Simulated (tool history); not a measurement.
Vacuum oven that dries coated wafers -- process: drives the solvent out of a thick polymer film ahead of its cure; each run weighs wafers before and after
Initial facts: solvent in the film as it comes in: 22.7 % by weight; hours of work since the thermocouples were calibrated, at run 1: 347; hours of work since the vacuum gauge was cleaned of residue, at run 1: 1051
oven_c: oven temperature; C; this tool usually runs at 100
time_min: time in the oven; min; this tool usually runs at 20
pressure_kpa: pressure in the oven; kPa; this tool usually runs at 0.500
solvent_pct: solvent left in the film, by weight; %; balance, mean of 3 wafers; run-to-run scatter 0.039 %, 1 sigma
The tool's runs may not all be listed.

| run | hour | oven_c | time_min | pressure_kpa | hours of work since the thermocouples were calibrated | hours of work since the vacuum gauge was cleaned of residue | solvent_pct |
|---|---|---|---|---|---|---|---|
| 1 | 0.0 | 100 | 20 | 0.500 | 347 | 1051 | 3.01 |
| 2 | 62.4 | 100 | 20 | 0.500 | 372 | 1076 | 3.11 |
| 3 | 101.6 | 100 | 20 | 0.500 | 388 | 1092 | 3.10 |
| 4 | 190.1 | 100 | 20 | 0.500 | 425 | 1129 | 3.02 |
| 5 | 272.6 | 100 | 20 | 0.500 | 459 | 1163 | 3.06 |
| 6 | 347.9 | 100 | 20 | 0.500 | 490 | 1194 | 3.03 |
| 7 | 404.9 | 100 | 20 | 0.500 | 513 | 1217 | 3.05 |
| 8 | 484.3 | 100 | 20 | 0.500 | 546 | 1250 | 3.06 |
| 9 | 563.4 | 100 | 20 | 0.500 | 578 | 1282 | 3.06 |
| 10 | 626.8 | 100 | 11 | 0.500 | 604 | 1308 | 5.95 |
| 11 | 711.7 | 100 | 26 | 0.500 | 639 | 1343 | 2.31 |
| 12 | 802.0 | 100 | 26 | 0.500 | 676 | 1380 | 2.30 |
| 13 | 854.5 | 100 | 26 | 0.519 | 698 | 1402 | 2.44 |
| 14 | 896.5 | 100 | 20 | 0.492 | 715 | 1419 | 3.00 |
| 15 | 953.1 | 100 | 20 | 1.377 | 738 | 1442 | 4.59 |
| 16 | 1009.8 | 100 | 20 | 1.377 | 762 | 1466 | 4.55 |
| 17 | 1078.6 | 100 | 20 | 1.377 | 790 | 1494 | 4.48 |
| 18 | 1136.2 | 100 | 20 | 1.377 | 814 | 1518 | 4.50 |
| 19 | 1184.3 | 100 | 20 | 1.830 | 834 | 1538 | 5.24 |

What does the tool deliver on the next run?
| 20 | 1221.5 | 113 | 19 | 0.738 | 849 | 1553 | ? |

solvent_pct: 1.56 %
With the hidden condition absent and the run-to-run variation left alone, this run would have shown solvent_pct 1.15 %.
